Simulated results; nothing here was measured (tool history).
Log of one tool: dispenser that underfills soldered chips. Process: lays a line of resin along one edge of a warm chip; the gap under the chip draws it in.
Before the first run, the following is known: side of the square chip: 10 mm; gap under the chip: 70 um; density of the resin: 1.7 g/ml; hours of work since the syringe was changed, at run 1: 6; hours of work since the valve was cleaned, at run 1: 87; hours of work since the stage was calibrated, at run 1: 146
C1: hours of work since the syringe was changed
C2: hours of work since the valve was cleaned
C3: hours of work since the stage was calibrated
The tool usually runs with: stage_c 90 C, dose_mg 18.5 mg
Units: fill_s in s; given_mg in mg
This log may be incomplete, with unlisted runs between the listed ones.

run 1 day=0.000 | stage_c=90 dose_mg=18.5 | C1=6 C2=87 C3=146 | fill_s=84.6 given_mg=17.86
-- day=0.354 new syringe of resin
run 2 day=0.354 | stage_c=90 dose_mg=18.5 | C1=0 C2=93 C3=151 | fill_s=64.2 given_mg=17.76
run 3 day=0.642 | stage_c=90 dose_mg=18.5 | C1=4 C2=97 C3=155 | fill_s=77.5 given_mg=17.76
-- day=0.921 dispensing valve cleaned and set on the balance
run 4 day=0.950 | stage_c=90 dose_mg=18.5 | C1=8 C2=0 C3=159 | fill_s=93.1 given_mg=18.40
-- day=1.162 new syringe of resin
run 5 day=1.275 | stage_c=90 dose_mg=18.5 | C1=2 C2=5 C3=164 | fill_s=68.5 given_mg=18.48
run 6 day=1.658 | stage_c=98 dose_mg=18.5 | C1=7 C2=11 C3=169 | fill_s=68.7 given_mg=18.45
run 7 day=1.862 | stage_c=98 dose_mg=18.5 | C1=10 C2=14 C3=173 | fill_s=81.1 given_mg=18.37
-- day=1.958 new syringe of resin
run 8 day=2.083 | stage_c=98 dose_mg=18.5 | C1=2 C2=17 C3=176 | fill_s=55.6 given_mg=18.50
run 9 day=2.354 | stage_c=98 dose_mg=18.5 | C1=6 C2=21 C3=180 | fill_s=65.7 given_mg=18.42
run 10 day=2.517 | stage_c=98 dose_mg=16.1 | C1=8 C2=23 C3=182 | fill_s=74.9 given_mg=15.94
-- day=2.738 new syringe of resin
run 11 day=2.896 | stage_c=90 dose_mg=18.5 | C1=2 C2=29 C3=187 | fill_s=73.6 given_mg=18.32
run 12 day=3.238 | stage_c=90 dose_mg=18.5 | C1=7 C2=34 C3=193 | fill_s=92.4 given_mg=18.37
-- day=3.517 new syringe of resin
run 13 day=3.546 | stage_c=90 dose_mg=18.5 | C1=0 C2=38 C3=197 | fill_s=65.1 given_mg=18.30
run 14 day=3.908 | stage_c=90 dose_mg=18.5 | C1=6 C2=43 C3=202 | fill_s=83.6 given_mg=18.18
run 15 day=4.158 | stage_c=90 dose_mg=18.5 | C1=9 C2=47 C3=206 | fill_s=100.0 given_mg=18.19
-- day=4.292 new syringe of resin
run 16 day=4.567 | stage_c=90 dose_mg=18.5 | C1=4 C2=53 C3=212 | fill_s=81.1 given_mg=18.17
run 17 day=4.754 | stage_c=90 dose_mg=18.5 | C1=7 C2=56 C3=215 | fill_s=90.0 given_mg=18.10
run 18 day=4.996 | stage_c=90 dose_mg=17.5 | C1=10 C2=59 C3=218 | fill_s=109.2 given_mg=17.11
-- day=5.058 new syringe of resin
run 19 day=5.250 | stage_c=76 dose_mg=16.2 | C1=3 C2=63 C3=222 | fill_s=122.4 given_mg=15.83
run 20 day=5.421 | stage_c=76 dose_mg=16.2 | C1=5 C2=66 C3=224 | fill_s=137.5 given_mg=15.82
run 21 day=5.733 | stage_c=85 dose_mg=20.5 | C1=10 C2=70 C3=229 | fill_s=121.2 given_mg=19.95
-- day=5.846 new syringe of resin
run 22 day=6.129 | stage_c=87 dose_mg=20.0 | C1=4 C2=76 C3=235 | fill_s=86.1 given_mg=19.50
run 23 day=6.392 | stage_c=90 dose_mg=17.9 | C1=8 C2=80 C3=238 | fill_s=94.8 given_mg=17.36
run 24 day=6.592 | stage_c=90 dose_mg=17.9 | C1=11 C2=83 C3=241 | fill_s=112.4 given_mg=17.31
-- day=6.621 new syringe of resin
run 25 day=6.917 | stage_c=82 dose_mg=17.4 | C1=4 C2=87 C3=246 | fill_s=108.1 given_mg=16.86
run 26 day=7.250 | stage_c=85 dose_mg=20.9 | C1=9 C2=92 C3=251 | fill_s=118.3 given_mg=20.21
-- day=7.404 new syringe of resin
run 27 day=7.638 | stage_c=80 dose_mg=21.9 | C1=3 C2=98 C3=257 | fill_s=107.1 given_mg=21.15
-- day=7.846 dispensing valve cleaned and set on the balance
run 28 day=7.846 | stage_c=96 dose_mg=16.7 | C1=6 C2=0 C3=259 | fill_s=71.2 given_mg=16.70
-- day=8.225 new syringe of resin
run 29 day=8.262 | stage_c=81 dose_mg=16.3 | C1=1 C2=6 C3=265 | fill_s=93.1 given_mg=16.31
run 30 day=8.521 | stage_c=81 dose_mg=16.3 | C1=4 C2=10 C3=269 | fill_s=113.4 given_mg=16.29
run 31 day=8.912 | stage_c=81 dose_mg=16.3 | C1=10 C2=16 C3=275 | fill_s=149.3 given_mg=16.17
-- day=9.000 new syringe of resin
run 32 day=9.296 | stage_c=90 dose_mg=18.9 | C1=4 C2=21 C3=280 | fill_s=79.8 given_mg=18.74
run 33 day=9.533 | stage_c=91 dose_mg=22.7 | C1=8 C2=25 C3=284 | fill_s=91.6 given_mg=22.44
run 34 day=9.708 | stage_c=81 dose_mg=19.0 | C1=11 C2=27 C3=286 | fill_s=146.5 given_mg=18.85
-- day=9.775 new syringe of resin
run 35 day=9.896 | stage_c=81 dose_mg=19.0 | C1=2 C2=30 C3=289 | fill_s=94.8 given_mg=18.81
run 36 day=10.183 | stage_c=90 dose_mg=21.2 | C1=6 C2=34 C3=293 | fill_s=83.5 given_mg=21.02

Here are 4 independent what-if runs from the current tool condition. What would each one return?
run A day=10.375 | stage_c=89 dose_mg=21.2 | C1=9 C2=37 C3=296 | fill_s=? given_mg=?
run B day=10.375 | stage_c=102 dose_mg=16.7 | C1=9 C2=37 C3=296 | fill_s=? given_mg=?
run C day=10.375 | stage_c=99 dose_mg=22.6 | C1=9 C2=37 C3=296 | fill_s=? given_mg=?
run D day=10.375 | stage_c=78 dose_mg=16.4 | C1=9 C2=37 C3=296 | fill_s=? given_mg=?

run=A fill_s=100.8 given_mg=21.00
run=B fill_s=69.0 given_mg=16.50
run=C fill_s=71.1 given_mg=22.22
run=D fill_s=155.4 given_mg=16.14
Take away the tool's hidden state, keep each run's random variation, and the runs would have read:
run=A fill_s=62.5 given_mg=21.27
run=B fill_s=43.0 given_mg=16.71
run=C fill_s=44.2 given_mg=22.51
run=D fill_s=95.8 given_mg=16.35
